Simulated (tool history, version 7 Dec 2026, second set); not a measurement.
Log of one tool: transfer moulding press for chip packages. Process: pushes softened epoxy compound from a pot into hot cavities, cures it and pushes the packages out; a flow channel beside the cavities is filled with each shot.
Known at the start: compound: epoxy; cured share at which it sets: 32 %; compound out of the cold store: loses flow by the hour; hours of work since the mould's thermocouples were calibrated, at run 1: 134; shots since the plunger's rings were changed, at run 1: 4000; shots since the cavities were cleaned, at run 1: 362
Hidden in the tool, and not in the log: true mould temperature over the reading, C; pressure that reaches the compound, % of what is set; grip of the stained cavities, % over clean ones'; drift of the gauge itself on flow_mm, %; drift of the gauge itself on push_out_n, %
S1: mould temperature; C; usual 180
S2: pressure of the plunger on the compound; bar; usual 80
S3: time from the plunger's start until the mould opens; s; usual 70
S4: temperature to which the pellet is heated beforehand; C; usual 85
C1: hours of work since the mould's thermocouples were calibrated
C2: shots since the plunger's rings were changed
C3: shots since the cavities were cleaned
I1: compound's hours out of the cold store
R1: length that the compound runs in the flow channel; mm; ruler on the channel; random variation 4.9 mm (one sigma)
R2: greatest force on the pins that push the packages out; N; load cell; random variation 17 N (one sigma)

run   hour   S1    S2   S3  S4   C1    C2   C3    I1   R1    R2
  1      0  180    80   70  85  134  4000  362  31.3  478  1264
       5.6  -- cavities cleaned with cleaning compound and waxed
  2   12.4  180    80   70  85  141  4184  113  31.3  480   986
  3   20.3  180    80   70  85  146  4319  248  28.1  491  1144
  4   28.8  180    80   70  85  151  4462  391  30.2  489  1251
      32.6  -- cavities cleaned with cleaning compound and waxed
  5   41.8  180    80   70  85  159  4656  155  20.1  511  1101
      46.1  -- plunger's sealing rings changed
  6   56.8  176    80   70  85  167   181  368  45.8  482  1561
      62.5  -- cavities cleaned with cleaning compound and waxed
  7   66.5  176    80   70  85  172   319   67  20.8  563  1349
  8   72.2  176    80   70  85  176   417  165  14.1  590  1573
  9   78.7  176    80   70  85  180   526  274  16.4  575  1733
      89.5  -- cavities cleaned with cleaning compound and waxed
 10   91.4  176    80   70  85  187   715   31  29.1  542  1260
 11   98.6  180    80   80  85  192   837  153  31.9  508   717
 12  108.4  180    80   80  85  198  1003  319  39.7  480   845
     116.2  -- cavities cleaned with cleaning compound and waxed
 13  120.2  180    80   80  85  205  1178   68  14.5  570   747
 14  126.5  180    80   80  85  209  1285  175  14.1  568   853
 15  137.3  172    80   70  78  216  1466  356  16.9  569  2327
     143.5  -- cavities cleaned with cleaning compound and waxed
 16  144.1  172    80   70  78  219  1556   10   8.4  598  1687
 17  152.9  179    80   70  85  225  1705  159    44  479  1073
 18  164.3  179    80   70  85  232  1898  352  24.9  523  1321
     170.2  -- cavities cleaned with cleaning compound and waxed
 19  177.5  178    80   75  85  239  2096  122  33.7  508   962
 20  187.1  178    80   75  85  246  2260  286  24.9  527  1188
     197.3  -- cavities cleaned with cleaning compound and waxed
 21  201.1  178    80   96  76  254  2471   64  12.1  564   590
 22  211.8  178    80   96  76  260  2652  245  20.9  535   702
 23    220  176  77.7   96  90  266  2790  383  25.7  516   804
     224.8  -- cavities cleaned with cleaning compound and waxed
 24  229.7  182    80   70  85  271  2930   83  17.6  529   887
 25  237.6  186  71.2  108  91  276  3062  215  13.4  508   574
 26  248.7  173  65.8   53  81  283  3252  405  44.3  427  3007
       252  -- cavities cleaned with cleaning compound and waxed
 27  260.4  176  66.6   53  86  290  3423  141    18  487  2602
 28  270.9  176  66.6   53  86  297  3601  319  39.3  435  2600

4 ways to go on from here, each from the tool as it stands after run 28. What would each give?
     279.1  -- cavities cleaned with cleaning compound and waxed
  A  284.1  180    80  71  77  304  3799  84  22.1   ?   ?
     279.1  -- cavities cleaned with cleaning compound and waxed
  B  284.1  179  62.5  70  76  304  3799  84  34.3   ?   ?
     279.1  -- cavities cleaned with cleaning compound and waxed
  C  284.1  186  86.7  53  83  304  3799  84  20.3   ?   ?
     279.1  -- cavities cleaned with cleaning compound and waxed
  D  284.1  183    80  70  83  304  3799  84  13.9   ?   ?

run   R1    R2
  A  510   993
  B  417  1093
  C  531  1529
  D  529   868
Without the tool's hidden state the same runs would have given:
run   R1    R2
  A  554   908
  B  453   999
  C  576  1387
  D  573   794

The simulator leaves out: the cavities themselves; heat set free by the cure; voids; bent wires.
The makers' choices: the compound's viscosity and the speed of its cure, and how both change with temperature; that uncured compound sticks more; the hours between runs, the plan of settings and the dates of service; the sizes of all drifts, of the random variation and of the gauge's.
